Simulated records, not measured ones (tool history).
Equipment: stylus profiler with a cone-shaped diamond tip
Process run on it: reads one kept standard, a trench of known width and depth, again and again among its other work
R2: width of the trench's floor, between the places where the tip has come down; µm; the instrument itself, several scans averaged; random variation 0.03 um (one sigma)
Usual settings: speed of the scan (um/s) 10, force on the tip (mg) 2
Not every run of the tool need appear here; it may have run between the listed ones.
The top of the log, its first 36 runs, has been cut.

run 37 hour=1536.9 | speed_of_the_scan_(um/s)=10 force_on_the_tip_(mg)=1 | depth_of_the_trench_(Å)=10067.3 R2=96.45
run 38 hour=1572.7 | speed_of_the_scan_(um/s)=10 force_on_the_tip_(mg)=1 | depth_of_the_trench_(Å)=10064.3 R2=96.42
run 39 hour=1609.9 | speed_of_the_scan_(um/s)=10 force_on_the_tip_(mg)=1 | depth_of_the_trench_(Å)=10064.1 R2=96.45
run 40 hour=1651.9 | speed_of_the_scan_(um/s)=6 force_on_the_tip_(mg)=3.45 | depth_of_the_trench_(Å)=10144.9 R2=96.49
run 41 hour=1680.7 | speed_of_the_scan_(um/s)=2 force_on_the_tip_(mg)=2.56 | depth_of_the_trench_(Å)=10120.2 R2=96.51
run 42 hour=1712.1 | speed_of_the_scan_(um/s)=35 force_on_the_tip_(mg)=1.23 | depth_of_the_trench_(Å)=10075.3 R2=96.24
run 43 hour=1739.7 | speed_of_the_scan_(um/s)=25 force_on_the_tip_(mg)=2 | depth_of_the_trench_(Å)=10102.1 R2=96.42
run 44 hour=1784.3 | speed_of_the_scan_(um/s)=10 force_on_the_tip_(mg)=2.52 | depth_of_the_trench_(Å)=10117.4 R2=96.44
run 45 hour=1807.8 | speed_of_the_scan_(um/s)=5 force_on_the_tip_(mg)=0.7 | depth_of_the_trench_(Å)=10049.7 R2=96.46
run 46 hour=1860.8 | speed_of_the_scan_(um/s)=5 force_on_the_tip_(mg)=0.7 | depth_of_the_trench_(Å)=10052.7 R2=96.44

Below are 3 alternative next runs, each starting from the tool's condition after run 46. Predict each:
run A hour=1896.1 | speed_of_the_scan_(um/s)=2 force_on_the_tip_(mg)=3.54 | depth_of_the_trench_(Å)=? R2=?
run B hour=1896.1 | speed_of_the_scan_(um/s)=5 force_on_the_tip_(mg)=0.75 | depth_of_the_trench_(Å)=? R2=?
run C hour=1896.1 | speed_of_the_scan_(um/s)=2 force_on_the_tip_(mg)=0.7 | depth_of_the_trench_(Å)=? R2=?

run=A depth_of_the_trench_(Å)=10151.4 R2=96.51
run=B depth_of_the_trench_(Å)=10055.9 R2=96.46
run=C depth_of_the_trench_(Å)=10049.9 R2=96.46
Stripped of hidden state, with their random variation kept, the same runs would have yielded:
run=A depth_of_the_trench_(Å)=10152.1 R2=96.55
run=B depth_of_the_trench_(Å)=10056.6 R2=96.49
run=C depth_of_the_trench_(Å)=10050.6 R2=96.49
